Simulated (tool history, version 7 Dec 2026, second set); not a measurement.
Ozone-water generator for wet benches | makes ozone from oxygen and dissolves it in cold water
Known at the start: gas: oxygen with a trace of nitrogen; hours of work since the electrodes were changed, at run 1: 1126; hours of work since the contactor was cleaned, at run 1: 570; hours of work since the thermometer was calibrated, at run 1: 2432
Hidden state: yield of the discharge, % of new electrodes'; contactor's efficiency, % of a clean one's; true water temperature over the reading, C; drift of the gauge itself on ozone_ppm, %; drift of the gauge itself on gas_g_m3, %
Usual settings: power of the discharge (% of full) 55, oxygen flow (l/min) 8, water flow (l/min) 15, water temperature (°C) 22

| run | day | power of the discharge (% of full) | oxygen flow (l/min) | water flow (l/min) | water temperature (°C) | hours of work since the electrodes were changed | hours of work since the contactor was cleaned | hours of work since the thermometer was calibrated | dissolved ozone (ppm) | ozone in the gas ahead of the water (g/m3) |
|---|---|---|---|---|---|---|---|---|---|---|
| 1 | 0 | 55 | 8 | 15 | 22 | 1126 | 570 | 2432 | 23.7 | 160.8 |
| 2 | 1.188 | 55 | 8 | 15 | 22 | 1148 | 592 | 2455 | 24 | 160.7 |
| 3 | 2.342 | 45 | 8 | 15 | 22 | 1170 | 614 | 2477 | 21.2 | 141.4 |
| 4 | 3.396 | 55 | 8 | 15 | 22 | 1190 | 634 | 2496 | 23.9 | 161.1 |
| 5 | 4.996 | 55 | 8 | 15 | 22 | 1220 | 664 | 2527 | 23.8 | 156.9 |
| 6 | 6.15 | 55 | 8 | 15 | 22 | 1242 | 685 | 2548 | 23.9 | 160.6 |
| 7 | 8.521 | 55 | 8 | 15 | 22 | 1287 | 730 | 2593 | 23.8 | 159.8 |
| 8 | 10.012 | 55 | 8 | 18 | 22 | 1315 | 758 | 2621 | 21.3 | 159.8 |
| 9 | 11.875 | 55 | 8 | 18 | 22 | 1350 | 793 | 2656 | 21.4 | 159.3 |
| 10 | 13.592 | 55 | 8 | 18 | 22 | 1382 | 826 | 2688 | 21.4 | 160.5 |
| 11 | 15.688 | 55 | 8 | 12 | 22 | 1422 | 865 | 2728 | 27.1 | 160.5 |
| 12 | 17.171 | 55 | 8 | 12 | 22 | 1450 | 893 | 2756 | 26.6 | 159.2 |
| 13 | 18.817 | 55 | 8 | 15 | 22 | 1481 | 924 | 2787 | 23.8 | 157.9 |

The next listed run, before its measurement:
| 14 | 20.388 | 55 | 8 | 15 | 22 | 1510 | 954 | 2816 | ? | ? |

dissolved ozone (ppm): 24
ozone in the gas ahead of the water (g/m3): 158.9
Without the tool's hidden state the same run would have given dissolved ozone (ppm) 24.6, ozone in the gas ahead of the water (g/m3) 161.7.
